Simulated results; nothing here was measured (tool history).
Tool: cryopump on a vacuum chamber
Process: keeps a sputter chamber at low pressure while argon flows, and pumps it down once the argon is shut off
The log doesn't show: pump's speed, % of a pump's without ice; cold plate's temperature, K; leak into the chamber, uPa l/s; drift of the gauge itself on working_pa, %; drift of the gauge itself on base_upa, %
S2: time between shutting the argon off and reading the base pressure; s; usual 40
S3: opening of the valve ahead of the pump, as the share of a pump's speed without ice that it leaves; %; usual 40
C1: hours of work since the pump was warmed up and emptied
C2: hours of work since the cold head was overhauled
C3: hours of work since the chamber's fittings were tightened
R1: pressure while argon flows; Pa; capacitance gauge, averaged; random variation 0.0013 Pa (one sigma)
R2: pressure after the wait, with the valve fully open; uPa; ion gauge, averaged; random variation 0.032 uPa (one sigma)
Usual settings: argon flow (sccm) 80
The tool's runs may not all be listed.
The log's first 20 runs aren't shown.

run 21 hour=1594.2 | argon_flow_(sccm)=145 S2=103 S3=18 | C1=114 C2=3142 C3=986 | R1=1.1792 R2=3.47
run 22 hour=1683.7 | argon_flow_(sccm)=145 S2=103 S3=18 | C1=182 C2=3209 C3=1054 | R1=1.1814 R2=3.72
-- hour=1703.9 leaking fittings of the chamber tightened, without venting
run 23 hour=1734.5 | argon_flow_(sccm)=145 S2=103 S3=18 | C1=218 C2=3246 C3=23 | R1=1.1867 R2=0.94
run 24 hour=1786.8 | argon_flow_(sccm)=69 S2=189 S3=18 | C1=258 C2=3285 C3=62 | R1=0.5668 R2=0.76
run 25 hour=1861.8 | argon_flow_(sccm)=69 S2=189 S3=18 | C1=314 C2=3342 C3=119 | R1=0.5686 R2=0.90
run 26 hour=1971.9 | argon_flow_(sccm)=46 S2=40 S3=21 | C1=397 C2=3425 C3=202 | R1=0.3308 R2=2.36
run 27 hour=2087.0 | argon_flow_(sccm)=32 S2=23 S3=33 | C1=484 C2=3512 C3=289 | R1=0.1496 R2=3.62
run 28 hour=2143.5 | argon_flow_(sccm)=80 S2=40 S3=35 | C1=527 C2=3554 C3=331 | R1=0.3577 R2=2.83
run 29 hour=2238.3 | argon_flow_(sccm)=80 S2=40 S3=35 | C1=598 C2=3626 C3=403 | R1=0.3633 R2=3.07
run 30 hour=2293.0 | argon_flow_(sccm)=100 S2=60 S3=40 | C1=639 C2=3667 C3=444 | R1=0.4039 R2=2.76
run 31 hour=2346.2 | argon_flow_(sccm)=75 S2=40 S3=30 | C1=679 C2=3707 C3=484 | R1=0.3962 R2=3.36
-- hour=2431.1 pump warmed up, emptied and cooled again
run 32 hour=2451.0 | argon_flow_(sccm)=121 S2=107 S3=49 | C1=15 C2=3782 C3=559 | R1=0.3663 R2=2.24
run 33 hour=2555.9 | argon_flow_(sccm)=80 S2=86 S3=39 | C1=94 C2=3861 C3=638 | R1=0.3044 R2=2.70
run 34 hour=2636.4 | argon_flow_(sccm)=80 S2=86 S3=39 | C1=155 C2=3922 C3=699 | R1=0.3083 R2=2.80
run 35 hour=2739.9 | argon_flow_(sccm)=65 S2=40 S3=40 | C1=233 C2=4000 C3=777 | R1=0.2472 R2=3.92

3 ways to go on from here, each from the tool as it stands after run 35. What would each give?
run A hour=2851.2 | argon_flow_(sccm)=80 S2=21 S3=40 | C1=317 C2=4084 C3=861 | R1=? R2=?
run B hour=2851.2 | argon_flow_(sccm)=65 S2=23 S3=16 | C1=317 C2=4084 C3=861 | R1=? R2=?
run C hour=2851.2 | argon_flow_(sccm)=157 S2=38 S3=37 | C1=317 C2=4084 C3=861 | R1=? R2=?

run=A R1=0.3103 R2=5.55
run=B R1=0.6010 R2=5.21
run=C R1=0.6550 R2=4.26
Without the tool's hidden state the same runs would have given:
run=A R1=0.2905 R2=3.02
run=B R1=0.5851 R2=2.71
run=C R1=0.6162 R2=1.75
